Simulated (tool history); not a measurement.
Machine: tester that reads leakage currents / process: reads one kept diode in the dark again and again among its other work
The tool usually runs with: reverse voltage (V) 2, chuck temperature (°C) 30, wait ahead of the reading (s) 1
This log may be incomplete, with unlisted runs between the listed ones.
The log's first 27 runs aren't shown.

run    hour  reverse voltage (V)  chuck temperature (°C)  wait ahead of the reading (s)  hours of work since the probe card was cleaned  hours of work since the tester was calibrated  hours of work since the chuck was calibrated  current that the tester gives (pA)
     5193.5  -- tester calibrated
 28  5265.3                    2                      49                           0.93                                             512                                             50                                           857                              331.52
 29  5407.3                    2                      49                           0.93                                             610                                            147                                           955                              331.54
 30  5522.4                  3.1                      31                           1.01                                             690                                            227                                          1034                               92.75
 31  5739.8                 2.02                      30                           1.01                                             839                                            376                                          1184                               67.97
 32    6007                 1.04                      32                              1                                            1023                                            561                                          1368                               57.82
 33  6237.8                 1.04                      32                              1                                            1182                                            720                                          1527                                56.8
     6342.3  -- chuck's temperature calibrated
 34  6441.9                 6.94                      47                           0.41                                            1322                                            859                                            69                              563.22
 35  6576.6                 9.03                      39                              1                                            1415                                            952                                           161                              336.27
 36  6697.3                 4.83                      39                           0.63                                            1498                                           1035                                           245                               250.4
 37  6819.1                 4.53                      24                           0.45                                            1582                                           1119                                           329                               71.94
 38  7033.4                16.17                      41                           1.01                                            1729                                           1266                                           476                              510.48
 39  7306.5                16.17                      41                           1.01                                            1917                                           1455                                           664                              500.44
 40  7457.8                 8.94                      33                           3.65                                            2022                                           1559                                           769                              195.51

Below are 3 alternative next runs, each starting from the tool's condition after run 40. Predict each:
  A  7682.4                 8.25                      41                              1                                            2176                                           1714                                           923                                   ?
  B  7682.4                    2                      24                              1                                            2176                                           1714                                           923                                   ?
  C  7682.4                16.65                      35                           9.96                                            2176                                           1714                                           923                                   ?

run  current that the tester gives (pA)
  A                              354.05
  B                               43.81
  C                              311.11
With no hidden state in the tool, these same runs would have given:
run  current that the tester gives (pA)
  A                              380.82
  B                               45.89
  C                              318.74
